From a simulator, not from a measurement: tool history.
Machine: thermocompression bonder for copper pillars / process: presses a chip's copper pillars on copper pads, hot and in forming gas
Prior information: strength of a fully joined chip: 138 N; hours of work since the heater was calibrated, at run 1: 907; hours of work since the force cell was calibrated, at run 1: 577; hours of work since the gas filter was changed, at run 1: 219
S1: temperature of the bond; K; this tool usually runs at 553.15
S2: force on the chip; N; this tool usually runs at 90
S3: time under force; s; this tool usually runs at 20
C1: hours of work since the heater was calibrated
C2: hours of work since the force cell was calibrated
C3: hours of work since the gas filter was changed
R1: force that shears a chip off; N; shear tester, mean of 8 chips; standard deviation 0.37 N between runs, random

Run 1, day 0: usual settings; C1 907; C2 577; C3 219. Result: R1 76.7 N.
At day 1.333: forming gas filter changed.
Run 2, day 3.025: usual settings but S3 31 s; C1 956; C2 627; C3 28. Result: R1 88.4 N.
Run 3, day 4.925: usual settings but S3 31 s; C1 987; C2 658; C3 59. Result: R1 88 N.
Run 4, day 6.625: usual settings but S3 31 s; C1 1015; C2 685; C3 87. Result: R1 87.9 N.
Run 5, day 8.975: usual settings but S3 31 s; C1 1054; C2 724; C3 125. Result: R1 88.3 N.
Run 6, day 11.529: usual settings but S3 31 s; C1 1095; C2 766; C3 167. Result: R1 87.5 N.
Run 7, day 13.767: usual settings but S3 31 s; C1 1132; C2 802; C3 204. Result: R1 88.2 N.
At day 15.483: heater calibrated with a thermocouple chip.
Run 8, day 15.779: usual settings but S3 31 s; C1 5; C2 834; C3 235. Result: R1 87.3 N.
At day 16.217: forming gas filter changed.
Run 9, day 18.392: usual settings; C1 47; C2 877; C3 36. Result: R1 76.9 N.
Run 10, day 20.138: usual settings but S1 524.15 K; C1 76; C2 905; C3 64. Result: R1 50.8 N.
Run 11, day 22.812: usual settings but S2 115 N; C1 120; C2 949; C3 108. Result: R1 85.2 N.
Run 12, day 24.9: usual settings; C1 154; C2 983; C3 142. Result: R1 76.1 N.
Run 13, day 26.362: usual settings but S1 561.15 K; C1 178; C2 1007; C3 166. Result: R1 84 N.
Run 14, day 28.633: usual settings but S3 24 s; C1 215; C2 1044; C3 203. Result: R1 80.5 N.
At day 31.079: forming gas filter changed.
Run 15, day 31.646: usual settings; C1 264; C2 1093; C3 9. Result: R1 76.2 N.
Run 16, day 34.45: usual settings but S3 14 s; C1 310; C2 1139; C3 55. Result: R1 67.3 N.
Run 17, day 36.504: usual settings but S2 108 N; C1 344; C2 1173; C3 89. Result: R1 81.9 N.
Run 18, day 38.283: usual settings; C1 373; C2 1202; C3 118. Result: R1 75.8 N.
Run 19, day 40.129: usual settings but S2 118 N; C1 403; C2 1232; C3 148. Result: R1 85.9 N.
Run 20, day 42.454: usual settings but S3 16 s; C1 441; C2 1270; C3 186. Result: R1 70.1 N.
Run 21, day 45.008: usual settings but S3 16 s; C1 483; C2 1312; C3 228. Result: R1 70.4 N.
At day 45.938: forming gas filter changed.
Run 22, day 46.375: usual settings but S3 16 s; C1 505; C2 1334; C3 7. Result: R1 71.2 N.
Run 23, day 48.275: usual settings but S1 542.15 K, S2 56 N, S3 16 s; C1 536; C2 1365; C3 38. Result: R1 47.1 N.
Run 24, day 50.258: usual settings but S1 540.15 K, S2 68 N, S3 16 s; C1 569; C2 1398; C3 71. Result: R1 50.5 N.
Run 25, day 52.35: usual settings but S1 564.15 K, S3 13 s; C1 603; C2 1432; C3 105. Result: R1 75.3 N.
Run 26, day 53.888: usual settings but S1 564.15 K, S3 13 s; C1 628; C2 1457; C3 130. Result: R1 74.4 N.
At day 55.521: force cell calibrated.
Run 27, day 56.946: usual settings but S1 581.15 K, S2 57 N, S3 13 s; C1 677; C2 23; C3 179. Result: R1 73.4 N.
Run 28, day 58.383: usual settings but S1 536.15 K; C1 701; C2 47; C3 203. Result: R1 59.8 N.
Run 29, day 59.988: usual settings but S1 528.15 K, S2 102 N, S3 18 s; C1 727; C2 73; C3 229. Result: R1 55.1 N.
At day 60.933: forming gas filter changed.
Run 30, day 61.967: usual settings but S1 528.15 K, S2 102 N, S3 18 s; C1 759; C2 105; C3 17. Result: R1 54.3 N.
Run 31, day 63.329: usual settings but S1 528.15 K, S2 102 N, S3 18 s; C1 781; C2 128; C3 39. Result: R1 54.7 N.
Run 32, day 65.179: usual settings but S1 540.15 K, S2 58 N, S3 24 s; C1 812; C2 158; C3 70. Result: R1 54 N.
At day 66.325: gauge calibrated.
Run 33, day 67.55: usual settings but S2 118 N, S3 15 s; C1 850; C2 197; C3 108. Result: R1 79.3 N.
Run 34, day 70.279: usual settings but S2 118 N, S3 15 s; C1 895; C2 241; C3 153. Result: R1 79.4 N.
Run 35, day 71.896: usual settings but S1 570.15 K, S2 75 N, S3 11 s; C1 922; C2 268; C3 180. Result: R1 71.4 N.
Run 36, day 73.925: usual settings but S1 548.15 K, S2 85 N; C1 955; C2 301; C3 213. Result: R1 70.4 N.
Run 37, day 75.367: usual settings but S2 74 N; C1 979; C2 325; C3 236. Result: R1 70.5 N.
At day 75.788: forming gas filter changed.
Run 38, day 77.446: usual settings but S1 580.15 K, S3 52 s; C1 1012; C2 358; C3 27. Result: R1 121.4 N.

Subtracting, for every run, the result it would have given without the tool's unlogged condition from the measured result gives the following. The same run-to-run variation enters both numbers; the gauge's scatter may not:
Hidden state at play: true temperature of the bond over the reading, C; force that reaches the chip, % of what is set; oxide that the forming gas leaves, % of the face; drift of the gauge itself on shear_n, %.
run    R1
  1    +0
  2    +0
  3  -0.1
  4  -0.2
  5  -0.2
  6  -0.3
  7  -0.5
  8  -0.6
  9  -0.5
 10  -0.4
 11  -0.8
 12  -0.8
 13    -1
 14    -1
 15  -1.1
 16    -1
 17  -1.3
 18  -1.2
 19  -1.5
 20  -1.3
 21  -1.4
 22  -1.4
 23  -0.9
 24  -1.1
 25  -1.7
 26  -1.7
 27  -1.8
 28  -1.6
 29  -1.4
 30  -1.4
 31  -1.4
 32  -1.6
 33    +0
 34  -0.1
 35  -0.2
 36  -0.2
 37  -0.2
 38  -0.6

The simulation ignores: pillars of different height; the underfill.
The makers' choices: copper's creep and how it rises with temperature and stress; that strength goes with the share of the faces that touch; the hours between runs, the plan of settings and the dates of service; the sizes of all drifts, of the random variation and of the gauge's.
